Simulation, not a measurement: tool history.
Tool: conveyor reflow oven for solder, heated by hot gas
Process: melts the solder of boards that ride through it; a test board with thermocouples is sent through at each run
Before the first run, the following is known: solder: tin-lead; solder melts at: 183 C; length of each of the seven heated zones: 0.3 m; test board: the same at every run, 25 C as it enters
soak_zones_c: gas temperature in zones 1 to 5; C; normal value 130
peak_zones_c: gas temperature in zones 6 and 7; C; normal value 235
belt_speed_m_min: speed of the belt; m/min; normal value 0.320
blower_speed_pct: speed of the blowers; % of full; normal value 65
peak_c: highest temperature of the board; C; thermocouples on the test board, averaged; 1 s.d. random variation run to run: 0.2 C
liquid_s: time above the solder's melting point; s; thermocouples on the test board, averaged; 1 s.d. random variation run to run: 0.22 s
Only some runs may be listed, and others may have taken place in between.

{"run": 1, "day": 0.0, "soak_zones_c": 130, "peak_zones_c": 235, "belt_speed_m_min": 0.32, "blower_speed_pct": 65, "peak_c": 218.4, "liquid_s": 82.7}
{"run": 2, "day": 0.696, "soak_zones_c": 130, "peak_zones_c": 235, "belt_speed_m_min": 0.32, "blower_speed_pct": 65, "peak_c": 218.5, "liquid_s": 82.4}
{"run": 3, "day": 1.179, "soak_zones_c": 130, "peak_zones_c": 235, "belt_speed_m_min": 0.32, "blower_speed_pct": 65, "peak_c": 218.8, "liquid_s": 82.5}
{"run": 4, "day": 1.579, "soak_zones_c": 130, "peak_zones_c": 235, "belt_speed_m_min": 0.32, "blower_speed_pct": 65, "peak_c": 218.9, "liquid_s": 82.6}
{"run": 5, "day": 2.033, "soak_zones_c": 130, "peak_zones_c": 235, "belt_speed_m_min": 0.32, "blower_speed_pct": 65, "peak_c": 218.9, "liquid_s": 82.5}
{"run": 6, "day": 2.817, "soak_zones_c": 130, "peak_zones_c": 235, "belt_speed_m_min": 0.32, "blower_speed_pct": 65, "peak_c": 218.6, "liquid_s": 82.3}
{"run": 7, "day": 3.454, "soak_zones_c": 130, "peak_zones_c": 235, "belt_speed_m_min": 0.32, "blower_speed_pct": 65, "peak_c": 218.9, "liquid_s": 82.6}
{"run": 8, "day": 3.796, "soak_zones_c": 130, "peak_zones_c": 235, "belt_speed_m_min": 0.32, "blower_speed_pct": 65, "peak_c": 218.6, "liquid_s": 83.0}
{"run": 9, "day": 4.312, "soak_zones_c": 130, "peak_zones_c": 235, "belt_speed_m_min": 0.32, "blower_speed_pct": 65, "peak_c": 218.8, "liquid_s": 82.9}
{"day": 5.038, "done": "flux residue cleaned out of gas plates and filters"}
{"run": 10, "day": 5.146, "soak_zones_c": 132, "peak_zones_c": 235, "belt_speed_m_min": 0.32, "blower_speed_pct": 65, "peak_c": 218.9, "liquid_s": 83.7}
{"run": 11, "day": 5.821, "soak_zones_c": 132, "peak_zones_c": 235, "belt_speed_m_min": 0.32, "blower_speed_pct": 65, "peak_c": 219.1, "liquid_s": 84.3}
{"run": 12, "day": 6.421, "soak_zones_c": 132, "peak_zones_c": 235, "belt_speed_m_min": 0.32, "blower_speed_pct": 65, "peak_c": 219.1, "liquid_s": 84.4}
{"run": 13, "day": 6.912, "soak_zones_c": 132, "peak_zones_c": 235, "belt_speed_m_min": 0.32, "blower_speed_pct": 65, "peak_c": 219.3, "liquid_s": 84.1}
{"run": 14, "day": 7.488, "soak_zones_c": 132, "peak_zones_c": 235, "belt_speed_m_min": 0.32, "blower_speed_pct": 65, "peak_c": 218.9, "liquid_s": 83.7}
{"run": 15, "day": 8.108, "soak_zones_c": 132, "peak_zones_c": 235, "belt_speed_m_min": 0.32, "blower_speed_pct": 65, "peak_c": 218.9, "liquid_s": 83.7}
{"run": 16, "day": 8.771, "soak_zones_c": 116, "peak_zones_c": 243, "belt_speed_m_min": 0.354, "blower_speed_pct": 55, "peak_c": 215.9, "liquid_s": 64.7}
{"run": 17, "day": 9.479, "soak_zones_c": 142, "peak_zones_c": 235, "belt_speed_m_min": 0.32, "blower_speed_pct": 53, "peak_c": 217.9, "liquid_s": 86.8}
{"run": 18, "day": 9.979, "soak_zones_c": 120, "peak_zones_c": 235, "belt_speed_m_min": 0.32, "blower_speed_pct": 76, "peak_c": 219.7, "liquid_s": 80.0}
{"run": 19, "day": 10.396, "soak_zones_c": 120, "peak_zones_c": 241, "belt_speed_m_min": 0.32, "blower_speed_pct": 51, "peak_c": 218.2, "liquid_s": 76.7}
{"run": 20, "day": 10.967, "soak_zones_c": 120, "peak_zones_c": 241, "belt_speed_m_min": 0.32, "blower_speed_pct": 51, "peak_c": 218.1, "liquid_s": 76.4}
{"run": 21, "day": 11.633, "soak_zones_c": 130, "peak_zones_c": 226, "belt_speed_m_min": 0.366, "blower_speed_pct": 54, "peak_c": 203.1, "liquid_s": 49.9}
{"run": 22, "day": 11.983, "soak_zones_c": 130, "peak_zones_c": 226, "belt_speed_m_min": 0.366, "blower_speed_pct": 64, "peak_c": 205.7, "liquid_s": 55.4}
{"run": 23, "day": 12.317, "soak_zones_c": 130, "peak_zones_c": 250, "belt_speed_m_min": 0.288, "blower_speed_pct": 64, "peak_c": 235.8, "liquid_s": 109.4}
{"run": 24, "day": 12.775, "soak_zones_c": 132, "peak_zones_c": 238, "belt_speed_m_min": 0.32, "blower_speed_pct": 90, "peak_c": 226.3, "liquid_s": 92.2}
{"run": 25, "day": 13.6, "soak_zones_c": 132, "peak_zones_c": 238, "belt_speed_m_min": 0.32, "blower_speed_pct": 90, "peak_c": 226.6, "liquid_s": 92.2}
{"run": 26, "day": 14.292, "soak_zones_c": 134, "peak_zones_c": 242, "belt_speed_m_min": 0.309, "blower_speed_pct": 59, "peak_c": 225.3, "liquid_s": 94.7}
{"run": 27, "day": 14.704, "soak_zones_c": 134, "peak_zones_c": 242, "belt_speed_m_min": 0.309, "blower_speed_pct": 59, "peak_c": 225.5, "liquid_s": 94.2}
{"run": 28, "day": 15.217, "soak_zones_c": 136, "peak_zones_c": 242, "belt_speed_m_min": 0.309, "blower_speed_pct": 76, "peak_c": 229.4, "liquid_s": 99.7}
{"run": 29, "day": 15.612, "soak_zones_c": 136, "peak_zones_c": 242, "belt_speed_m_min": 0.309, "blower_speed_pct": 76, "peak_c": 229.1, "liquid_s": 99.4}
{"run": 30, "day": 16.1, "soak_zones_c": 136, "peak_zones_c": 242, "belt_speed_m_min": 0.309, "blower_speed_pct": 76, "peak_c": 229.5, "liquid_s": 99.6}

What if the next run were any one of these 5? Each begins from the tool's condition after run 30:
{"run": "A", "day": 16.829, "soak_zones_c": 145, "peak_zones_c": 244, "belt_speed_m_min": 0.32, "blower_speed_pct": 65, "peak_c": "?", "liquid_s": "?"}
{"run": "B", "day": 16.829, "soak_zones_c": 130, "peak_zones_c": 235, "belt_speed_m_min": 0.32, "blower_speed_pct": 55, "peak_c": "?", "liquid_s": "?"}
{"run": "C", "day": 16.829, "soak_zones_c": 136, "peak_zones_c": 225, "belt_speed_m_min": 0.309, "blower_speed_pct": 76, "peak_c": "?", "liquid_s": "?"}
{"run": "D", "day": 16.829, "soak_zones_c": 130, "peak_zones_c": 235, "belt_speed_m_min": 0.308, "blower_speed_pct": 65, "peak_c": "?", "liquid_s": "?"}
{"run": "E", "day": 16.829, "soak_zones_c": 130, "peak_zones_c": 235, "belt_speed_m_min": 0.29, "blower_speed_pct": 65, "peak_c": "?", "liquid_s": "?"}

run=A peak_c=229.2 liquid_s=100.1
run=B peak_c=216.0 liquid_s=78.9
run=C peak_c=213.6 liquid_s=84.4
run=D peak_c=219.8 liquid_s=87.9
run=E peak_c=221.5 liquid_s=95.5
Without the tool's hidden state the same runs would have given:
run=A peak_c=229.2 liquid_s=100.2
run=B peak_c=216.1 liquid_s=78.9
run=C peak_c=213.6 liquid_s=84.5
run=D peak_c=219.9 liquid_s=88.0
run=E peak_c=221.5 liquid_s=95.5
